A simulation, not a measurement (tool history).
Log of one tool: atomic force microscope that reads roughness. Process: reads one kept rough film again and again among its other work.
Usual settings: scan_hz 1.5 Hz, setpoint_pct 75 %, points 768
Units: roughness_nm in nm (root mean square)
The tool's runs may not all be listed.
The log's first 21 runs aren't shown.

run     day  scan_hz  setpoint_pct  points  pictures with this tip  hours of work since the height scale was calibrated  roughness_nm
 22  19.217     2.54            61     667                     182                                                  952         3.805
     19.592  -- new tip fitted
 23  20.517     0.66            81     874                      40                                                  973         4.172
 24  21.646     0.63            75     991                      89                                                  993         4.062
 25  22.183     0.69            60     820                     113                                                 1002         4.082
 26  23.233      1.5            63     810                     158                                                 1020          3.93
 27  23.833      1.5            57     810                     184                                                 1030         3.889
     24.071  -- new tip fitted
 28  24.854     0.56            56     389                      34                                                 1047         4.356
 29  26.158     2.35            56     462                      90                                                 1069         4.079
 30  27.242      0.8            69     462                     137                                                 1087         4.037
 31  28.229      0.8            59     314                     180                                                 1104         3.939
      28.65  -- new tip fitted
 32  28.896     2.13            59    1015                      10                                                 1115         4.277
 33  30.058     2.43            85     569                      61                                                 1135         3.663
 34  31.025      1.5            65     930                     103                                                 1151         4.055
 35  32.142     0.97            62     514                     151                                                 1170         3.989
 36  33.033     1.21            58     677                     190                                                 1185         3.926
     33.229  -- new tip fitted
 37  34.233     1.73            79     768                      43                                                 1205         3.938
 38  35.138     1.47            85     441                      83                                                 1221         3.791
 39  36.371     3.85            80     899                     136                                                 1242         3.385

Forecast each of these 5 alternatives for the next run:
  A  37.042     0.52            61     623                     166                                                 1253             ?
  B  37.042      1.5            75     798                     166                                                 1253             ?
  C  37.042     0.55            75     768                     166                                                 1253             ?
  D  37.042     1.62            61     435                     166                                                 1253             ?
  E  37.042     0.66            59     958                     166                                                 1253             ?

run  roughness_nm
  A         4.026
  B         3.778
  C         3.921
  D         3.919
  E         4.035
Without the tool's hidden state the same runs would have given:
run  roughness_nm
  A         4.354
  B         4.086
  C          4.24
  D         4.238
  E         4.363
